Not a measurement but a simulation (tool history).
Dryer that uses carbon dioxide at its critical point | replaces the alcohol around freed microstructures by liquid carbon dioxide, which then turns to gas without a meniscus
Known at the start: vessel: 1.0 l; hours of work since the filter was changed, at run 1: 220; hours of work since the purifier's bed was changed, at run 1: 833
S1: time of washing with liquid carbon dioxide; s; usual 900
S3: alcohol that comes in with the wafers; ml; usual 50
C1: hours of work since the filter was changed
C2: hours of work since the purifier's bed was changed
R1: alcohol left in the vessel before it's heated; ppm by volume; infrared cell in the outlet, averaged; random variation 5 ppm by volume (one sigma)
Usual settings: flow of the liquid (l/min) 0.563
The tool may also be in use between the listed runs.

Run 1, hour 0: usual settings; C1 220; C2 833. Result: R1 263 ppm by volume.
Run 2, hour 50.2: usual settings; C1 255; C2 869. Result: R1 284 ppm by volume.
At hour 70.5: inlet filter changed.
Run 3, hour 101.6: usual settings; C1 22; C2 905. Result: R1 223 ppm by volume.
Run 4, hour 151.1: usual settings; C1 58; C2 940. Result: R1 238 ppm by volume.
Run 5, hour 180.6: usual settings; C1 79; C2 961. Result: R1 249 ppm by volume.
Run 6, hour 222.2: usual settings; C1 108; C2 991. Result: R1 252 ppm by volume.
Run 7, hour 266.1: usual settings; C1 140; C2 1022. Result: R1 282 ppm by volume.
Run 8, hour 295.5: usual settings; C1 161; C2 1043. Result: R1 276 ppm by volume.
Run 9, hour 353.8: usual settings; C1 202; C2 1085. Result: R1 309 ppm by volume.
Run 10, hour 406.9: usual settings; C1 240; C2 1123. Result: R1 344 ppm by volume.
At hour 448.6: inlet filter changed.
Run 11, hour 448.6: usual settings; C1 0; C2 1152. Result: R1 266 ppm by volume.
Run 12, hour 476.7: usual settings; C1 20; C2 1172. Result: R1 264 ppm by volume.
Run 13, hour 505.5: usual settings; C1 41; C2 1193. Result: R1 282 ppm by volume.
Run 14, hour 566.6: usual settings; C1 84; C2 1236. Result: R1 292 ppm by volume.
Run 15, hour 625.2: usual settings; C1 126; C2 1278. Result: R1 321 ppm by volume.
Run 16, hour 678.5: usual settings; C1 164; C2 1316. Result: R1 340 ppm by volume.
Run 17, hour 737: usual settings but flow of the liquid (l/min) 0.373; C1 206; C2 1358. Result: R1 1019 ppm by volume.
Run 18, hour 796.9: usual settings; C1 249; C2 1401. Result: R1 400 ppm by volume.
At hour 828.3: inlet filter changed.
Run 19, hour 837.9: usual settings; C1 7; C2 1429. Result: R1 303 ppm by volume.
At hour 874.3: purifier's bed changed.
Run 20, hour 880.3: usual settings; C1 35; C2 4. Result: R1 58 ppm by volume.
Run 21, hour 913.8: usual settings; C1 59; C2 28. Result: R1 62 ppm by volume.
Run 22, hour 951.5: usual settings; C1 86; C2 55. Result: R1 74 ppm by volume.
Run 23, hour 978.3: usual settings; C1 105; C2 74. Result: R1 88 ppm by volume.
Run 24, hour 1029.3: usual settings but S1 720 s, flow of the liquid (l/min) 0.576; C1 141; C2 111. Result: R1 287 ppm by volume.
Run 25, hour 1071.9: usual settings but S1 720 s, flow of the liquid (l/min) 0.576; C1 172; C2 141. Result: R1 324 ppm by volume.

Forecast run 26:
Run 26, hour 1124.4: usual settings but S1 720 s, flow of the liquid (l/min) 0.576; C1 209; C2 179. Result: R1 ?.

Run 26 gave R1 371 ppm by volume.
Without the tool's hidden state the same run would have given R1 157 ppm by volume.
